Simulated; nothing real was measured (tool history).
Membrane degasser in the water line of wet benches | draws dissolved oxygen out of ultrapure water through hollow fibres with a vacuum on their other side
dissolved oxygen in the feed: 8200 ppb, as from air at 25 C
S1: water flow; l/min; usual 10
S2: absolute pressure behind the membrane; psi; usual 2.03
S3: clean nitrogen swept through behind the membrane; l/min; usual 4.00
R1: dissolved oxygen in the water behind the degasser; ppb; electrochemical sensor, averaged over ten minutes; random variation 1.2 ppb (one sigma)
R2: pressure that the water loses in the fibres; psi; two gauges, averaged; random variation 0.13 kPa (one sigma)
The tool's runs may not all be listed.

{"run": 1, "day": 0.0, "S1": 10, "S2": 2.03, "S3": 4.0, "R1": 117.3, "R2": 4.74}
{"run": 2, "day": 5.442, "S1": 10, "S2": 2.03, "S3": 4.0, "R1": 115.1, "R2": 4.766}
{"run": 3, "day": 10.046, "S1": 6, "S2": 2.03, "S3": 4.0, "R1": 60.2, "R2": 2.876}
{"run": 4, "day": 12.942, "S1": 10, "S2": 2.03, "S3": 4.0, "R1": 115.6, "R2": 4.766}
{"run": 5, "day": 15.671, "S1": 10, "S2": 2.03, "S3": 4.0, "R1": 115.9, "R2": 4.778}
{"run": 6, "day": 18.258, "S1": 10, "S2": 2.03, "S3": 4.0, "R1": 116.8, "R2": 4.727}
{"run": 7, "day": 20.596, "S1": 10, "S2": 2.03, "S3": 4.0, "R1": 113.7, "R2": 4.788}
{"run": 8, "day": 23.321, "S1": 10, "S2": 2.03, "S3": 4.0, "R1": 116.2, "R2": 4.773}
{"run": 9, "day": 27.575, "S1": 10, "S2": 2.03, "S3": 6.94, "R1": 86.8, "R2": 4.779}
{"run": 10, "day": 30.308, "S1": 8, "S2": 3.54, "S3": 1.82, "R1": 255.8, "R2": 3.82}
{"run": 11, "day": 34.288, "S1": 10, "S2": 3.02, "S3": 3.11, "R1": 184.9, "R2": 4.828}
{"run": 12, "day": 39.704, "S1": 12, "S2": 2.03, "S3": 1.91, "R1": 228.2, "R2": 5.739}
{"run": 13, "day": 43.825, "S1": 10, "S2": 1.74, "S3": 4.0, "R1": 103.6, "R2": 4.796}
{"run": 14, "day": 48.596, "S1": 10, "S2": 1.74, "S3": 4.0, "R1": 101.4, "R2": 4.798}
{"run": 15, "day": 53.246, "S1": 12, "S2": 1.48, "S3": 7.25, "R1": 96.2, "R2": 5.793}
{"run": 16, "day": 57.638, "S1": 11, "S2": 1.73, "S3": 2.01, "R1": 172.1, "R2": 5.308}

Taken out of this log: 2 entries between the listed runs. Where each belongs, and how the hidden state differs across it:
Between runs 9 and 10: seals of the vacuum lines changed (day 29.546)
  air that leaks in behind the membrane, l/min: 0.0027 -> 0.002; drift of the gauge itself on loss_of_pressure_kpa, %: 0.81 -> 0.88
  measured less the result without the state, R2: +0.039 -> +0.035 psi
Between runs 12 and 13: vacuum gauge calibrated (day 43.683)
  true pressure behind the membrane over the reading, kPa: 0.01 -> 0; drift of the gauge itself on loss_of_pressure_kpa, %: 1.16 -> 1.28
  measured less the result without the state, R2: +0.068 -> +0.062 psi

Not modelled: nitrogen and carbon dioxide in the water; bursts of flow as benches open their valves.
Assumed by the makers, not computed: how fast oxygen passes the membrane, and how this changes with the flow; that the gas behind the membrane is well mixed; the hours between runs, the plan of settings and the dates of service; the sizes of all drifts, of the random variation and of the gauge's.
